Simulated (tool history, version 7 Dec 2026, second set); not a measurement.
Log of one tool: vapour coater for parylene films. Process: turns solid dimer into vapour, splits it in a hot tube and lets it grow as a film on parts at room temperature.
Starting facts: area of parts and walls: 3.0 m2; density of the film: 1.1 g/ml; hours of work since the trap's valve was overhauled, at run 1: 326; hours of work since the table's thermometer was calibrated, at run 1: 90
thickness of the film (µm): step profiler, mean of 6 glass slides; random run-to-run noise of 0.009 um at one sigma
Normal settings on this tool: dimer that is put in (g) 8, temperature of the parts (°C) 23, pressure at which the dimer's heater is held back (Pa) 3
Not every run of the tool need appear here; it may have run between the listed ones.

| run | hour | dimer that is put in (g) | temperature of the parts (°C) | pressure at which the dimer's heater is held back (Pa) | hours of work since the trap's valve was overhauled | hours of work since the table's thermometer was calibrated | thickness of the film (µm) |
|---|---|---|---|---|---|---|---|
| 1 | 0 | 8 | 23 | 3 | 326 | 90 | 2.01 |
| 2 | 37.3 | 8 | 23 | 3 | 359 | 123 | 1.998 |
| 3 | 73.6 | 8 | 23 | 3 | 391 | 155 | 1.996 |
| 4 | 125.8 | 4 | 23 | 3 | 437 | 202 | 0.979 |
| 5 | 166.1 | 8 | 23 | 5.78 | 473 | 237 | 1.691 |
| 6 | 194.8 | 8 | 23 | 5.78 | 498 | 263 | 1.671 |
| 7 | 246.1 | 8 | 23 | 7.66 | 544 | 308 | 1.541 |
| 8 | 279.7 | 8 | 23 | 7.66 | 574 | 338 | 1.55 |
| 9 | 314.6 | 5 | 23 | 7.66 | 604 | 369 | 0.951 |
|  | 332.6 | trap's valve overhauled |
| 10 | 351.7 | 8 | 23 | 8.47 | 17 | 398 | 1.646 |
| 11 | 400.6 | 7 | 23 | 3 | 60 | 441 | 1.85 |
| 12 | 428.1 | 8 | 23 | 3 | 85 | 466 | 2.095 |
| 13 | 483.5 | 8 | 23 | 3 | 134 | 515 | 2.092 |
| 14 | 522.1 | 9 | 22 | 2.71 | 168 | 549 | 2.497 |
|  | 528.2 | table's thermometer calibrated |
| 15 | 546.2 | 9 | 17 | 9.32 | 188 | 16 | 2.272 |
| 16 | 573.9 | 3 | 17 | 2.98 | 213 | 40 | 0.86 |
| 17 | 606.4 | 3 | 17 | 2.98 | 242 | 69 | 0.846 |
| 18 | 645.2 | 3 | 17 | 3.52 | 276 | 104 | 0.832 |
| 19 | 687.5 | 11 | 22 | 7.47 | 313 | 141 | 2.325 |
| 20 | 736.3 | 4 | 23 | 3 | 357 | 184 | 1.008 |
|  | 767.7 | table's thermometer calibrated, once more |
| 21 | 767.7 | 4 | 16 | 2.39 | 384 | 0 | 1.122 |
| 22 | 810.4 | 10 | 34 | 8.15 | 421 | 38 | 1.222 |
| 23 | 850 | 3 | 23 | 3 | 456 | 73 | 0.73 |
| 24 | 878.6 | 10 | 20 | 3 | 482 | 98 | 2.712 |
| 25 | 918.4 | 10 | 28 | 3 | 517 | 133 | 1.973 |

Measured result minus the same run's result without the hidden state. Both carry the same run-to-run variation, though not necessarily the same gauge scatter:
Hidden state present: vapour lost through the trap's worn valve, %; true temperature of the parts over the reading, C; drift of the gauge itself on film_um, %.
| run | thickness of the film (µm) |
|---|---|
| 1 | -0.121 |
| 2 | -0.129 |
| 3 | -0.138 |
| 4 | -0.076 |
| 5 | -0.139 |
| 6 | -0.144 |
| 7 | -0.144 |
| 8 | -0.153 |
| 9 | -0.099 |
| 10 | -0.006 |
| 11 | -0.019 |
| 12 | -0.028 |
| 13 | -0.042 |
| 14 | -0.062 |
| 15 | -0.052 |
| 16 | -0.034 |
| 17 | -0.038 |
| 18 | -0.042 |
| 19 | -0.098 |
| 20 | -0.049 |
| 21 | -0.077 |
| 22 | -0.103 |
| 23 | -0.066 |
| 24 | -0.236 |
| 25 | -0.2 |
